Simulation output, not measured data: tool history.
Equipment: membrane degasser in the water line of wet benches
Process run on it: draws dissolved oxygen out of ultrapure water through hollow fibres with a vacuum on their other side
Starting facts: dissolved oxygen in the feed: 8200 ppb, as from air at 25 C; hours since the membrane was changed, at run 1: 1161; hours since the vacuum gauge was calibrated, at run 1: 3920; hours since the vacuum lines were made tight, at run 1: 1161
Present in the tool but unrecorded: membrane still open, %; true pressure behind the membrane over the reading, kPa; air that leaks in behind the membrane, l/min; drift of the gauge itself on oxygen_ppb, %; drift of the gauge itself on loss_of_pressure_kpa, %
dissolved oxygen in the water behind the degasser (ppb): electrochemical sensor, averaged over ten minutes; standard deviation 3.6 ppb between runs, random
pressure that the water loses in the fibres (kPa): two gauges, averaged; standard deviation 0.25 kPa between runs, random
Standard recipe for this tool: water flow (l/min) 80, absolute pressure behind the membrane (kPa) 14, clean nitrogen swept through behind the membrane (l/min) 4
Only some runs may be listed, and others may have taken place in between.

run,hour,water flow (l/min),absolute pressure behind the membrane (kPa),clean nitrogen swept through behind the membrane (l/min),hours since the membrane was changed,hours since the vacuum gauge was calibrated,hours since the vacuum lines were made tight,dissolved oxygen in the water behind the degasser (ppb),pressure that the water loses in the fibres (kPa)
1,0,80,14,4,1161,3920,1161,508.1,68.11
2,173.3,80,14,4,1334,4093,1334,499.9,68.29
3,315.1,80,14,4,1476,4235,1476,507.5,68.26
4,444.7,80,14,4,1605,4364,1605,504.2,68.71
5,687.5,80,14,4,1848,4607,1848,507.9,68.47
6,856.5,80,15.1,4,2017,4776,2017,548.9,68.12
7,992.6,80,15.1,4,2153,4912,2153,541.2,68.31
# hour 1272.1: vacuum gauge calibrated
8,1286.8,86,21.7,4,2447,15,2447,855.4,73.62
9,1542,87,9.2,4,2702,270,2702,340,74.7
10,1755.4,96,9.2,4,2915,483,2915,379,82.36
11,2031.2,96,9.2,4,3191,759,3191,380.5,82.68

Measured result minus the same run's result without the hidden state. Both carry the same run-to-run variation, though not necessarily the same gauge scatter:
run,dissolved oxygen in the water behind the degasser (ppb),pressure that the water loses in the fibres (kPa)
1,+7.8,+0.41
2,+8.2,+0.47
3,+8.6,+0.51
4,+9,+0.56
5,+9.7,+0.64
6,+10.2,+0.69
7,+10.5,+0.74
8,+5.5,+0.9
9,+6.4,+0.99
10,+8.2,+1.18
11,+9.2,+1.31
